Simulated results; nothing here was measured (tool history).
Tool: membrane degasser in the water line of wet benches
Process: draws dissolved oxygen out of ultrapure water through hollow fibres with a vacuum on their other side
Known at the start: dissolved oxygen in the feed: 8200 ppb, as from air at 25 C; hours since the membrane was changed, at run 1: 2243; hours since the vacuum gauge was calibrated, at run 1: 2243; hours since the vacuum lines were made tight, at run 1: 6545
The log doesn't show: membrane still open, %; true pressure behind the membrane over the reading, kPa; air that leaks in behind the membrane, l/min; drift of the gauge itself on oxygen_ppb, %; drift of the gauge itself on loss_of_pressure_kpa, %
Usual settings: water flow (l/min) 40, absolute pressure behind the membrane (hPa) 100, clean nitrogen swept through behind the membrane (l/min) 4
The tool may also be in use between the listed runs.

run	hour	water flow (l/min)	absolute pressure behind the membrane (hPa)	clean nitrogen swept through behind the membrane (l/min)	hours since the membrane was changed	hours since the vacuum gauge was calibrated	hours since the vacuum lines were made tight	dissolved oxygen in the water behind the degasser (ppb)	pressure that the water loses in the fibres (hPa)
1	0	40	100	4	2243	2243	6545	165.2	673.8
2	111.7	40	100	4	2354	2354	6656	163.1	675.3
3	224.2	40	100	4	2467	2467	6769	165.8	670.7
4	350.5	40	100	4	2593	2593	6895	164.3	676
5	504.9	40	100	4	2748	2748	7050	169.8	675.5
6	691.8	40	100	4	2935	2935	7237	167.7	677.7
7	946.3	40	100	4	3189	3189	7491	164.9	679.7
8	1155.2	40	100	4	3398	3398	7700	169	679.2
9	1421.7	40	100	3.85	3664	3664	7966	173.5	681.9
10	1630.5	40	234	4	3873	3873	8175	457	683.6
11	1802.3	40	100	4	4045	4045	8347	170.3	681.5
# hour 1857.2: seals of the vacuum lines changed
12	1925.4	57	100	4	4166	4166	68	241.7	973
13	2159.1	57	100	4	4400	4400	302	243.2	983.5
14	2361.8	57	100	4	4603	4603	505	243.3	983.3
15	2587.2	40	100	1.77	4828	4828	730	338.5	692.5
16	2820.2	40	100	1.77	5061	5061	963	342.4	691.3
17	3032.4	63	79	4.16	5273	5273	1175	196.5	1095.3

Forecast run 18:
18	3176.8	45	110	2.33	5418	5418	1320	?	?

dissolved oxygen in the water behind the degasser (ppb): 346.1
pressure that the water loses in the fibres (hPa): 781
Without the tool's hidden state the same run would have given dissolved oxygen in the water behind the degasser (ppb) 332, pressure that the water loses in the fibres (hPa) 740.1.
